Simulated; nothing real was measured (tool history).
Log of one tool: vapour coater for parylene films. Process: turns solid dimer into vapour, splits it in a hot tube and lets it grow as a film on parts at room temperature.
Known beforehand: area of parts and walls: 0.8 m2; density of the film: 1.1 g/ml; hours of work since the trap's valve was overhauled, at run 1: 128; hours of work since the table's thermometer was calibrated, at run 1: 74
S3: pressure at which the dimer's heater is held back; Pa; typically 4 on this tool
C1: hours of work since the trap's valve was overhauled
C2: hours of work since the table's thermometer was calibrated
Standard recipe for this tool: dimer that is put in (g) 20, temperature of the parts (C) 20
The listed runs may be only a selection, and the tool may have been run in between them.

Run 1, hour 0: usual settings; C1 128; C2 74. Result: thickness of the film (µm) 11.9.
Run 2, hour 10.6: usual settings; C1 137; C2 83. Result: thickness of the film (µm) 11.89.
Run 3, hour 27.9: usual settings; C1 153; C2 98. Result: thickness of the film (µm) 11.83.
Run 4, hour 42: usual settings; C1 165; C2 111. Result: thickness of the film (µm) 11.79.
Run 5, hour 61.6: usual settings; C1 182; C2 128. Result: thickness of the film (µm) 11.76.
Run 6, hour 78.3: usual settings; C1 197; C2 143. Result: thickness of the film (µm) 11.66.
Run 7, hour 87.6: usual settings; C1 205; C2 151. Result: thickness of the film (µm) 11.72.
At hour 104.9: trap's valve overhauled.
Run 8, hour 104.9: usual settings; C1 0; C2 163. Result: thickness of the film (µm) 12.45.
Run 9, hour 127.1: usual settings; C1 20; C2 182. Result: thickness of the film (µm) 12.34.
Run 10, hour 147.5: usual settings; C1 38; C2 201. Result: thickness of the film (µm) 12.25.
Run 11, hour 162.9: usual settings; C1 51; C2 214. Result: thickness of the film (µm) 12.13.
Run 12, hour 178.1: usual settings but S3 10 Pa; C1 65; C2 227. Result: thickness of the film (µm) 10.29.
Run 13, hour 195.1: usual settings but S3 6.63 Pa; C1 80; C2 243. Result: thickness of the film (µm) 11.07.
Run 14, hour 204.5: usual settings; C1 88; C2 251. Result: thickness of the film (µm) 12.1.
Run 15, hour 215: usual settings but dimer that is put in (g) 9; C1 97; C2 260. Result: thickness of the film (µm) 5.43.
Run 16, hour 227.6: usual settings but S3 2.42 Pa; C1 108; C2 271. Result: thickness of the film (µm) 13.17.
Run 17, hour 237.4: usual settings but S3 2.42 Pa; C1 117; C2 280. Result: thickness of the film (µm) 13.16.
Run 18, hour 257.1: usual settings but S3 2.42 Pa; C1 134; C2 297. Result: thickness of the film (µm) 13.1.
Run 19, hour 271.9: usual settings but S3 2.42 Pa; C1 147; C2 310. Result: thickness of the film (µm) 13.05.
Run 20, hour 293.4: usual settings; C1 166; C2 329. Result: thickness of the film (µm) 11.84.
Run 21, hour 315: usual settings; C1 186; C2 348. Result: thickness of the film (µm) 11.78.
Run 22, hour 334.4: usual settings but dimer that is put in (g) 19; C1 203; C2 366. Result: thickness of the film (µm) 11.14.
At hour 355.3: trap's valve overhauled.
Run 23, hour 355.7: usual settings; C1 0; C2 381. Result: thickness of the film (µm) 12.41.
Run 24, hour 372.7: usual settings but S3 4.39 Pa; C1 15; C2 396. Result: thickness of the film (µm) 12.16.
Run 25, hour 393.4: usual settings but temperature of the parts (C) 15; C1 34; C2 414. Result: thickness of the film (µm) 13.46.
Run 26, hour 406.8: usual settings but dimer that is put in (g) 11, temperature of the parts (C) 16, S3 3.38 Pa; C1 45; C2 426. Result: thickness of the film (µm) 7.52.
Run 27, hour 424.9: usual settings but dimer that is put in (g) 25, temperature of the parts (C) 19; C1 61; C2 442. Result: thickness of the film (µm) 15.51.
Run 28, hour 440.9: usual settings but dimer that is put in (g) 25, temperature of the parts (C) 19; C1 76; C2 456. Result: thickness of the film (µm) 15.54.
Run 29, hour 463.3: usual settings but dimer that is put in (g) 25, temperature of the parts (C) 19; C1 95; C2 476. Result: thickness of the film (µm) 15.43.
Run 30, hour 484.2: usual settings but dimer that is put in (g) 25, temperature of the parts (C) 19; C1 114; C2 494. Result: thickness of the film (µm) 15.42.
Run 31, hour 502.1: usual settings but dimer that is put in (g) 25, temperature of the parts (C) 19; C1 130; C2 510. Result: thickness of the film (µm) 15.29.
Run 32, hour 524.3: usual settings but dimer that is put in (g) 25, temperature of the parts (C) 19; C1 149; C2 530. Result: thickness of the film (µm) 15.24.
Run 33, hour 538.8: usual settings but dimer that is put in (g) 18, temperature of the parts (C) 16, S3 2.95 Pa; C1 162; C2 543. Result: thickness of the film (µm) 12.19.
Run 34, hour 560.1: usual settings but dimer that is put in (g) 18, temperature of the parts (C) 21, S3 9.99 Pa; C1 181; C2 561. Result: thickness of the film (µm) 8.87.
Run 35, hour 577.6: usual settings but dimer that is put in (g) 18, temperature of the parts (C) 30, S3 4.39 Pa; C1 196; C2 577. Result: thickness of the film (µm) 8.6.
Run 36, hour 598.6: usual settings but dimer that is put in (g) 12, temperature of the parts (C) 25, S3 2.39 Pa; C1 215; C2 595. Result: thickness of the film (µm) 7.
At hour 604.9: trap's valve overhauled.
Run 37, hour 619.5: usual settings but dimer that is put in (g) 12, temperature of the parts (C) 14, S3 2.39 Pa; C1 13; C2 610. Result: thickness of the film (µm) 9.21.
Run 38, hour 630.6: usual settings but dimer that is put in (g) 12, temperature of the parts (C) 14, S3 2.39 Pa; C1 23; C2 620. Result: thickness of the film (µm) 9.19.
Run 39, hour 640: usual settings but dimer that is put in (g) 8, temperature of the parts (C) 23, S3 3.16 Pa; C1 31; C2 628. Result: thickness of the film (µm) 4.89.
Run 40, hour 656.6: usual settings but dimer that is put in (g) 8, temperature of the parts (C) 23, S3 3.16 Pa; C1 46; C2 643. Result: thickness of the film (µm) 4.88.
Run 41, hour 666.4: usual settings but dimer that is put in (g) 18, temperature of the parts (C) 21, S3 2.73 Pa; C1 54; C2 652. Result: thickness of the film (µm) 11.67.
Run 42, hour 684.9: usual settings but dimer that is put in (g) 18, temperature of the parts (C) 21, S3 9.13 Pa; C1 71; C2 668. Result: thickness of the film (µm) 9.3.
Run 43, hour 695.1: usual settings but dimer that is put in (g) 18, temperature of the parts (C) 21, S3 9.13 Pa; C1 80; C2 677. Result: thickness of the film (µm) 9.25.
Run 44, hour 706.2: usual settings but dimer that is put in (g) 18, temperature of the parts (C) 21, S3 9.13 Pa; C1 90; C2 687. Result: thickness of the film (µm) 9.27.
Run 45, hour 715.8: usual settings but dimer that is put in (g) 18, temperature of the parts (C) 21, S3 9.13 Pa; C1 98; C2 695. Result: thickness of the film (µm) 9.22.
Run 46, hour 737.6: usual settings but dimer that is put in (g) 18, temperature of the parts (C) 21, S3 9.13 Pa; C1 117; C2 715. Result: thickness of the film (µm) 9.18.
Run 47, hour 747.3: usual settings but S3 2.6 Pa; C1 126; C2 723. Result: thickness of the film (µm) 13.05.

Had the tool no unlogged condition, and each run kept its random variation, what would the results have been?
What the log doesn't record here: vapour lost through the trap's worn valve, %; true temperature of the parts over the reading, C; drift of the gauge itself on film_um, %.
run  thickness of the film (µm)
  1                       12.36
  2                       12.39
  3                       12.39
  4                       12.38
  5                       12.41
  6                       12.35
  7                       12.44
  8                       12.45
  9                        12.4
 10                       12.38
 11                        12.3
 12                       10.46
 13                        11.3
 14                       12.37
 15                        5.57
 16                       13.54
 17                       13.56
 18                       13.57
 19                       13.56
 20                       12.36
 21                       12.37
 22                       11.75
 23                       12.35
 24                       12.14
 25                       13.51
 26                        7.58
 27                       15.68
 28                       15.77
 29                       15.74
 30                       15.81
 31                       15.74
 32                       15.77
 33                       12.66
 34                        9.27
 35                        9.03
 36                        7.39
 37                        9.15
 38                        9.16
 39                        4.89
 40                         4.9
 41                       11.74
 42                        9.39
 43                        9.36
 44                        9.41
 45                        9.38
 46                        9.38
 47                       13.37

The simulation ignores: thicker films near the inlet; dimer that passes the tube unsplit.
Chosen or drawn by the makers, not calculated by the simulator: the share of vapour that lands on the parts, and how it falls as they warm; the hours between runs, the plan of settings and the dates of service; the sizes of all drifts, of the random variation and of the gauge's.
